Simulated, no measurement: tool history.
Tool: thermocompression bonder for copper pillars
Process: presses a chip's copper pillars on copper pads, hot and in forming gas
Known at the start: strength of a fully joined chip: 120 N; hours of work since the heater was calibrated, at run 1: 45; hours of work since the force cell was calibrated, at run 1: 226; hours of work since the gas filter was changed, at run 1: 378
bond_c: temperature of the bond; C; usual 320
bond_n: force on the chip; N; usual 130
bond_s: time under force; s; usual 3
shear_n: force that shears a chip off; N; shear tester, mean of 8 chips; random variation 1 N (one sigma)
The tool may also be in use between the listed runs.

run	hour	bond_c	bond_n	bond_s	hours of work since the heater was calibrated	hours of work since the force cell was calibrated	hours of work since the gas filter was changed	shear_n
1	0.0	320	130	3	45	226	378	77.7
2	8.4	320	130	3	51	232	384	78.7
3	15.4	344	130	3	56	237	389	88.5
4	26.9	344	130	3	65	246	398	89.2
5	39.5	320	128	3	75	255	408	77.3
6	50.6	320	128	3	83	264	416	76.5
# hour 53.2: force cell calibrated
# hour 58.8: forming gas filter changed
7	62.6	320	128	3	90	7	3	87.1
8	74.3	320	137	2	99	16	12	81.0
9	80.9	326	87	2	104	20	17	56.7
# hour 83.8: force cell calibrated, once more
10	92.5	347	169	3	112	7	24	111.2
11	102.7	297	154	7	120	14	32	99.1
12	116.2	320	130	4	130	24	42	93.7
13	130.0	315	110	8	140	35	52	94.6

Forecast each of these 3 alternatives for the next run:
A	139.8	336	111	3	147	42	60	?
B	139.8	308	87	4	147	42	60	?
C	139.8	324	130	4	147	42	60	?

run	shear_n
A	88.1
B	64.4
C	95.1
Without the tool's hidden state the same runs would have given:
run	shear_n
A	89.8
B	65.7
C	96.8

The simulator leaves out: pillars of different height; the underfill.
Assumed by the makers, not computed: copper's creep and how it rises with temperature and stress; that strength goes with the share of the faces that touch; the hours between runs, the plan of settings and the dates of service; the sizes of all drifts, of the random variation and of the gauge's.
